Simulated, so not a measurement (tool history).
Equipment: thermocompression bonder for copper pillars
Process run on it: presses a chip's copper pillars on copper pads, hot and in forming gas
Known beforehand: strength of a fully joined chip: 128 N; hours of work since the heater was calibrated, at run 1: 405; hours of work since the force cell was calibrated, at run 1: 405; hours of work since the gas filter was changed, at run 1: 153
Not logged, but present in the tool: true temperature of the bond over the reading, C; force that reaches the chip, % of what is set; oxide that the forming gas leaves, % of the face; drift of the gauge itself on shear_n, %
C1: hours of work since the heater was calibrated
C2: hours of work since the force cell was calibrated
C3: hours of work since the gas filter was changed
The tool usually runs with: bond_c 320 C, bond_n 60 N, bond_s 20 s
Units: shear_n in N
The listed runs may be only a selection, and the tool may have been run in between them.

run 1 hour=0 | bond_c=320 bond_n=60 bond_s=20 | C1=405 C2=405 C3=153 | shear_n=87.8
run 2 hour=17.4 | bond_c=320 bond_n=60 bond_s=23 | C1=418 C2=418 C3=167 | shear_n=90.9
run 3 hour=26.1 | bond_c=320 bond_n=60 bond_s=23 | C1=425 C2=425 C3=174 | shear_n=92.2
run 4 hour=37.9 | bond_c=320 bond_n=60 bond_s=23 | C1=435 C2=435 C3=183 | shear_n=91
run 5 hour=51.6 | bond_c=320 bond_n=60 bond_s=20 | C1=445 C2=445 C3=194 | shear_n=87.3
run 6 hour=70.8 | bond_c=320 bond_n=60 bond_s=20 | C1=460 C2=460 C3=209 | shear_n=88.1
run 7 hour=82.4 | bond_c=320 bond_n=60 bond_s=20 | C1=470 C2=470 C3=218 | shear_n=87.5
run 8 hour=96 | bond_c=320 bond_n=60 bond_s=20 | C1=480 C2=480 C3=229 | shear_n=88.8
run 9 hour=106.8 | bond_c=320 bond_n=60 bond_s=20 | C1=489 C2=489 C3=238 | shear_n=85.4
run 10 hour=117.2 | bond_c=320 bond_n=60 bond_s=20 | C1=497 C2=497 C3=246 | shear_n=88.6
run 11 hour=134.7 | bond_c=320 bond_n=39 bond_s=42 | C1=511 C2=511 C3=260 | shear_n=77.9
run 12 hour=150.6 | bond_c=320 bond_n=39 bond_s=42 | C1=523 C2=523 C3=272 | shear_n=77.3
run 13 hour=163.6 | bond_c=338 bond_n=87 bond_s=59 | C1=534 C2=534 C3=282 | shear_n=125.3
run 14 hour=177.8 | bond_c=312 bond_n=51 bond_s=40 | C1=545 C2=545 C3=294 | shear_n=86.8
run 15 hour=188.3 | bond_c=312 bond_n=51 bond_s=40 | C1=553 C2=553 C3=302 | shear_n=87.1
run 16 hour=198.8 | bond_c=295 bond_n=46 bond_s=21 | C1=562 C2=562 C3=310 | shear_n=51.6
run 17 hour=212.5 | bond_c=295 bond_n=46 bond_s=21 | C1=572 C2=572 C3=321 | shear_n=52.1

For run 18, what comes out?
run 18 hour=231.3 | bond_c=316 bond_n=46 bond_s=24 | C1=587 C2=587 C3=336 | shear_n=?

Run 18 came out at shear_n 73 N.
Take away the tool's hidden state, keep the run-to-run variation as it was, and the same run would have given shear_n 72.9 N.
